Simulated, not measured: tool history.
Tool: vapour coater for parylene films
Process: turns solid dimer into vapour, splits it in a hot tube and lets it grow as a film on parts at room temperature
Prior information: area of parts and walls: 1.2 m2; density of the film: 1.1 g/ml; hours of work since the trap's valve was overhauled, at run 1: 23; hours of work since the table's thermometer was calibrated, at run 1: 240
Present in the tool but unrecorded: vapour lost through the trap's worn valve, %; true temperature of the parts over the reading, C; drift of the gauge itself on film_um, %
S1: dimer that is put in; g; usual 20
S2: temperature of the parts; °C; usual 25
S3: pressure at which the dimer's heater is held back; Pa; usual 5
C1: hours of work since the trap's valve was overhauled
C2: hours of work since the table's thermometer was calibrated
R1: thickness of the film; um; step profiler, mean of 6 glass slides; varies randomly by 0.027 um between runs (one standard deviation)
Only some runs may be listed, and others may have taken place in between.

run 1 hour=0 | S1=20 S2=25 S3=5 | C1=23 C2=240 | R1=9.43
run 2 hour=10 | S1=20 S2=25 S3=5 | C1=28 C2=244 | R1=9.45
run 3 hour=19.6 | S1=20 S2=22 S3=5 | C1=33 C2=249 | R1=10.65
run 4 hour=28.5 | S1=24 S2=22 S3=5 | C1=37 C2=253 | R1=12.85
run 5 hour=43.7 | S1=29 S2=22 S3=5 | C1=44 C2=261 | R1=15.47
run 6 hour=60.4 | S1=20 S2=25 S3=5 | C1=52 C2=269 | R1=9.44
run 7 hour=72.5 | S1=20 S2=25 S3=5 | C1=58 C2=274 | R1=9.48
run 8 hour=80.2 | S1=20 S2=25 S3=5 | C1=62 C2=278 | R1=9.44
run 9 hour=89.8 | S1=20 S2=25 S3=5 | C1=67 C2=283 | R1=9.38
run 10 hour=103.2 | S1=20 S2=25 S3=5 | C1=73 C2=289 | R1=9.4
run 11 hour=110.8 | S1=20 S2=25 S3=5 | C1=77 C2=293 | R1=9.36
-- hour=116.1 trap's valve overhauled
run 12 hour=123.5 | S1=20 S2=25 S3=5 | C1=4 C2=297 | R1=9.3
run 13 hour=135.6 | S1=9 S2=25 S3=5 | C1=9 C2=303 | R1=4.2
run 14 hour=144.5 | S1=9 S2=25 S3=5 | C1=14 C2=307 | R1=4.19
run 15 hour=157.3 | S1=20 S2=25 S3=6.08 | C1=20 C2=313 | R1=9.07
run 16 hour=174.3 | S1=22 S2=32 S3=6.08 | C1=28 C2=322 | R1=7.42
run 17 hour=182.6 | S1=26 S2=32 S3=6.08 | C1=32 C2=326 | R1=8.78
run 18 hour=196 | S1=26 S2=32 S3=6.08 | C1=38 C2=332 | R1=8.77
run 19 hour=204.1 | S1=30 S2=20 S3=4.87 | C1=42 C2=336 | R1=17.21
-- hour=217.7 trap's valve overhauled, once more
run 20 hour=222.9 | S1=30 S2=20 S3=4.87 | C1=2 C2=343 | R1=17.5
run 21 hour=231.9 | S1=30 S2=20 S3=4.87 | C1=7 C2=347 | R1=17.5
run 22 hour=241.1 | S1=13 S2=21 S3=2.75 | C1=11 C2=352 | R1=7.82
run 23 hour=252.8 | S1=19 S2=29 S3=9.62 | C1=17 C2=357 | R1=7.02
run 24 hour=267.1 | S1=21 S2=29 S3=10.16 | C1=24 C2=364 | R1=7.72
run 25 hour=277.9 | S1=21 S2=29 S3=10.16 | C1=29 C2=369 | R1=7.69

Forecast each of these 3 alternatives for the next run:
run A hour=289.3 | S1=30 S2=35 S3=5 | C1=34 C2=375 | R1=?
run B hour=289.3 | S1=21 S2=30 S3=10.16 | C1=34 C2=375 | R1=?
run C hour=289.3 | S1=33 S2=29 S3=10.16 | C1=34 C2=375 | R1=?

run=A R1=9.31
run=B R1=7.35
run=C R1=12.03
With the hidden condition removed and each run's random variation left untouched, the same runs would have given:
run=A R1=9.29
run=B R1=7.34
run=C R1=12
